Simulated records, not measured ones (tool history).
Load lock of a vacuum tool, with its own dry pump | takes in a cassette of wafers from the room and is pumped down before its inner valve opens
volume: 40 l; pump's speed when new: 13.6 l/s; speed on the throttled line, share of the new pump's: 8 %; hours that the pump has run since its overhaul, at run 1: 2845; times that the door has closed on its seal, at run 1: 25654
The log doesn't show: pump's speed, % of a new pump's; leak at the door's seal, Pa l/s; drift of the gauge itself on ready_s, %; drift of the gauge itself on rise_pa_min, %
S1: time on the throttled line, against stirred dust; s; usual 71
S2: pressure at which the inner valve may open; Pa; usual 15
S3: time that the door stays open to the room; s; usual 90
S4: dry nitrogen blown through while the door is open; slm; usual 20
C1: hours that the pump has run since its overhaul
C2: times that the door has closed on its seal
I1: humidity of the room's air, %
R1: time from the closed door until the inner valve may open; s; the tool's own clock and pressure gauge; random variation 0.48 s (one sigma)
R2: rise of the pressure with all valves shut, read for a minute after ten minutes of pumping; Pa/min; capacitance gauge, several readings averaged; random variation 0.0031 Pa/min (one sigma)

Run 1, hour 0: usual settings; C1 2845; C2 25654; I1 43.1. Result: R1 90.6 s, R2 0.173 Pa/min.
Run 2, hour 48.6: usual settings; C1 2894; C2 25888; I1 40.9. Result: R1 92 s, R2 0.175 Pa/min.
Run 3, hour 86: usual settings but S2 25 Pa; C1 2931; C2 26068; I1 43.8. Result: R1 90.2 s, R2 0.173 Pa/min.
Run 4, hour 146: usual settings but S2 25 Pa; C1 2991; C2 26357; I1 42.9. Result: R1 89.8 s, R2 0.178 Pa/min.
Run 5, hour 236.5: usual settings; C1 3082; C2 26792; I1 41.3. Result: R1 91.1 s, R2 0.18 Pa/min.
Run 6, hour 297.3: usual settings but S3 55 s; C1 3143; C2 27085; I1 45.1. Result: R1 91.6 s, R2 0.169 Pa/min.
Run 7, hour 340.9: usual settings but S3 55 s; C1 3186; C2 27295; I1 42.2. Result: R1 91.2 s, R2 0.156 Pa/min.
Run 8, hour 399.1: usual settings but S3 55 s; C1 3244; C2 27574; I1 44.1. Result: R1 91.8 s, R2 0.17 Pa/min.
Run 9, hour 440.8: usual settings but S3 55 s; C1 3286; C2 27775; I1 43.5. Result: R1 92.6 s, R2 0.172 Pa/min.
Run 10, hour 480.7: usual settings but S3 55 s; C1 3326; C2 27967; I1 45.1. Result: R1 92.3 s, R2 0.171 Pa/min.
Run 11, hour 527: usual settings but S3 55 s; C1 3372; C2 28190; I1 44. Result: R1 92.3 s, R2 0.17 Pa/min.
Run 12, hour 565.2: usual settings but S3 41 s; C1 3411; C2 28374; I1 43.9. Result: R1 92 s, R2 0.162 Pa/min.
Run 13, hour 648.8: usual settings but S3 41 s; C1 3494; C2 28776; I1 44.2. Result: R1 91.8 s, R2 0.164 Pa/min.
Run 14, hour 729.4: usual settings but S3 75 s; C1 3575; C2 29164; I1 47.2. Result: R1 91.1 s, R2 0.192 Pa/min.
Run 15, hour 813.7: usual settings but S3 75 s; C1 3659; C2 29570; I1 42.4. Result: R1 92.4 s, R2 0.184 Pa/min.
Run 16, hour 873.2: usual settings but S4 6 slm; C1 3719; C2 29856; I1 42.7. Result: R1 91.8 s, R2 0.225 Pa/min.
Run 17, hour 957.8: usual settings but S4 6 slm; C1 3803; C2 30263; I1 49.3. Result: R1 91.6 s, R2 0.246 Pa/min.
Run 18, hour 997.6: usual settings but S1 106 s, S4 6 slm; C1 3843; C2 30455; I1 44.7. Result: R1 123.6 s, R2 0.238 Pa/min.
Run 19, hour 1085.6: usual settings but S1 106 s, S4 6 slm; C1 3931; C2 30879; I1 45.9. Result: R1 124 s, R2 0.242 Pa/min.
Run 20, hour 1143.9: usual settings but S1 83 s, S3 36 s, S4 17 slm; C1 3989; C2 31159; I1 43. Result: R1 103 s, R2 0.191 Pa/min.
Run 21, hour 1201.4: usual settings but S1 107 s; C1 4047; C2 31436; I1 46. Result: R1 124.6 s, R2 0.22 Pa/min.
Run 22, hour 1290.4: usual settings but S1 48 s, S2 11 Pa, S3 28 s, S4 5 slm; C1 4136; C2 31864; I1 48.9. Result: R1 72.2 s, R2 0.196 Pa/min.
Run 23, hour 1336.9: usual settings but S3 159 s, S4 31 slm; C1 4182; C2 32088; I1 45.3. Result: R1 91.5 s, R2 0.237 Pa/min.
Run 24, hour 1413.1: usual settings but S3 159 s, S4 31 slm; C1 4259; C2 32455; I1 45.6. Result: R1 90.9 s, R2 0.24 Pa/min.
Run 25, hour 1478.9: usual settings but S1 49 s, S3 159 s, S4 4 slm; C1 4324; C2 32771; I1 49.2. Result: R1 71.4 s, R2 0.33 Pa/min.
Run 26, hour 1536: usual settings but S1 38 s, S2 16 Pa; C1 4381; C2 33046; I1 46.1. Result: R1 61.9 s, R2 0.227 Pa/min.
Run 27, hour 1627.7: usual settings but S1 38 s, S2 16 Pa; C1 4473; C2 33487; I1 44.6. Result: R1 61.9 s, R2 0.234 Pa/min.
Run 28, hour 1686.9: usual settings but S1 38 s, S2 16 Pa; C1 4532; C2 33772; I1 48.2. Result: R1 61.6 s, R2 0.237 Pa/min.
Run 29, hour 1736.2: usual settings but S4 40 slm; C1 4582; C2 34009; I1 44.7. Result: R1 92.2 s, R2 0.22 Pa/min.
Run 30, hour 1796.8: usual settings but S2 21 Pa, S4 31 slm; C1 4642; C2 34301; I1 43. Result: R1 90.3 s, R2 0.219 Pa/min.
Run 31, hour 1842.9: usual settings but S2 11 Pa, S4 31 slm; C1 4688; C2 34523; I1 45. Result: R1 92.2 s, R2 0.222 Pa/min.
Run 32, hour 1924.5: usual settings but S1 86 s, S3 73 s, S4 15 slm; C1 4770; C2 34916; I1 45.1. Result: R1 105.4 s, R2 0.24 Pa/min.
Run 33, hour 2017.4: usual settings but S1 39 s, S2 28 Pa, S4 25 slm; C1 4863; C2 35363; I1 42.8. Result: R1 61.3 s, R2 0.24 Pa/min.
Run 34, hour 2074.2: usual settings but S1 94 s, S4 10 slm; C1 4920; C2 35636; I1 44.9. Result: R1 113.1 s, R2 0.269 Pa/min.
Run 35, hour 2159.5: usual settings but S1 93 s, S2 14 Pa, S4 15 slm; C1 5005; C2 36047; I1 40.2. Result: R1 110.8 s, R2 0.253 Pa/min.
Run 36, hour 2241.4: usual settings but S1 83 s, S2 16 Pa, S3 51 s, S4 5 slm; C1 5087; C2 36441; I1 44.2. Result: R1 103.1 s, R2 0.242 Pa/min.
Run 37, hour 2285.1: usual settings but S1 83 s, S2 16 Pa, S3 77 s, S4 40 slm; C1 5131; C2 36651; I1 44.7. Result: R1 103 s, R2 0.232 Pa/min.

3 ways to go on from here, each from the tool as it stands after run 37. What would each give?
Run A, hour 2370.9: usual settings but S1 54 s, S2 17 Pa, S3 51 s; C1 5216; C2 37064; I1 43.7. Result: R1 ?, R2 ?.
Run B, hour 2370.9: usual settings but S1 85 s, S2 10 Pa, S3 77 s, S4 17 slm; C1 5216; C2 37064; I1 46.9. Result: R1 ?, R2 ?.
Run C, hour 2370.9: usual settings but S1 83 s, S2 16 Pa, S3 77 s, S4 17 slm; C1 5216; C2 37064; I1 44.8. Result: R1 ?, R2 ?.

run     R1     R2
  A   76.1   0.24
  B    106  0.261
  C  101.5  0.258
Without the tool's hidden state the same runs would have given:
run     R1     R2
  A   75.3  0.053
  B  105.3  0.073
  C  100.9  0.072
